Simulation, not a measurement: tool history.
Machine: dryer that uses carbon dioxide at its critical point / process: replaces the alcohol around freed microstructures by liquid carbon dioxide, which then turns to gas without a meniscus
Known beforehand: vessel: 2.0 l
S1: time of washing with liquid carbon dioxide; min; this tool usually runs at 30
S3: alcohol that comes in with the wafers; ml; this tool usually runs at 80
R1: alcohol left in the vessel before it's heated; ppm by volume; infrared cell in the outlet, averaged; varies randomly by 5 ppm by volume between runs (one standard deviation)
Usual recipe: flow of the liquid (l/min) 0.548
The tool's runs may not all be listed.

Run 1, hour 0: usual settings. Result: R1 79 ppm by volume.
Run 2, hour 11.7: usual settings. Result: R1 88 ppm by volume.
Run 3, hour 19.6: usual settings. Result: R1 73 ppm by volume.
Run 4, hour 33.5: usual settings. Result: R1 84 ppm by volume.
Run 5, hour 45.4: usual settings. Result: R1 76 ppm by volume.
Run 6, hour 59.2: usual settings. Result: R1 93 ppm by volume.
Run 7, hour 66.2: usual settings. Result: R1 83 ppm by volume.
Run 8, hour 78.1: usual settings. Result: R1 87 ppm by volume.
Run 9, hour 91.5: usual settings. Result: R1 93 ppm by volume.
Run 10, hour 106: usual settings. Result: R1 91 ppm by volume.
Run 11, hour 118.2: usual settings. Result: R1 100 ppm by volume.
Run 12, hour 125.8: usual settings but S1 21 min. Result: R1 473 ppm by volume.
Run 13, hour 139.8: usual settings but S1 46 min. Result: R1 36 ppm by volume.
Run 14, hour 149.4: usual settings but S1 25 min, flow of the liquid (l/min) 0.337, S3 82 ml. Result: R1 1711 ppm by volume.
Run 15, hour 159.2: usual settings but S1 34 min, flow of the liquid (l/min) 0.394, S3 65 ml. Result: R1 227 ppm by volume.
Run 16, hour 167.9: usual settings but S1 34 min, flow of the liquid (l/min) 0.394, S3 65 ml. Result: R1 224 ppm by volume.
Run 17, hour 180.1: usual settings but S1 34 min, flow of the liquid (l/min) 0.804, S3 65 ml. Result: R1 42 ppm by volume.
Run 18, hour 186.4: usual settings but S1 34 min, flow of the liquid (l/min) 0.483, S3 65 ml. Result: R1 88 ppm by volume.
Run 19, hour 192.7: usual settings but S1 20 min, flow of the liquid (l/min) 0.592, S3 25 ml. Result: R1 172 ppm by volume.
Run 20, hour 203.9: usual settings but S1 20 min, flow of the liquid (l/min) 0.592, S3 25 ml. Result: R1 170 ppm by volume.
Run 21, hour 213.1: usual settings but S1 32 min, flow of the liquid (l/min) 0.562, S3 75 ml. Result: R1 80 ppm by volume.
Run 22, hour 224.5: usual settings but S1 25 min, flow of the liquid (l/min) 0.562, S3 21 ml. Result: R1 79 ppm by volume.
Run 23, hour 235.3: usual settings but S1 46 min, flow of the liquid (l/min) 0.349, S3 49 ml. Result: R1 104 ppm by volume.
Run 24, hour 246.1: usual settings but S1 46 min, flow of the liquid (l/min) 0.349, S3 49 ml. Result: R1 108 ppm by volume.
Run 25, hour 260.5: usual settings but S1 46 min, flow of the liquid (l/min) 0.922, S3 30 ml. Result: R1 44 ppm by volume.
Run 26, hour 271.6: usual settings but flow of the liquid (l/min) 0.378, S3 90 ml. Result: R1 710 ppm by volume.

Alternative continuations, all from the tool just after run 26; predict every row:
Run A, hour 286: usual settings but S1 34 min, flow of the liquid (l/min) 0.36, S3 118 ml. Result: R1 ?.
Run B, hour 286: usual settings but S1 32 min, flow of the liquid (l/min) 0.378, S3 26 ml. Result: R1 ?.
Run C, hour 286: usual settings but flow of the liquid (l/min) 0.378, S3 44 ml. Result: R1 ?.
Run D, hour 286: usual settings but S1 23 min, flow of the liquid (l/min) 0.692, S3 52 ml. Result: R1 ?.

run   R1
  A  670
  B  189
  C  359
  D  106
Had the tool no hidden state, the same runs would have come out as:
run   R1
  A  383
  B   92
  C  200
  D   39
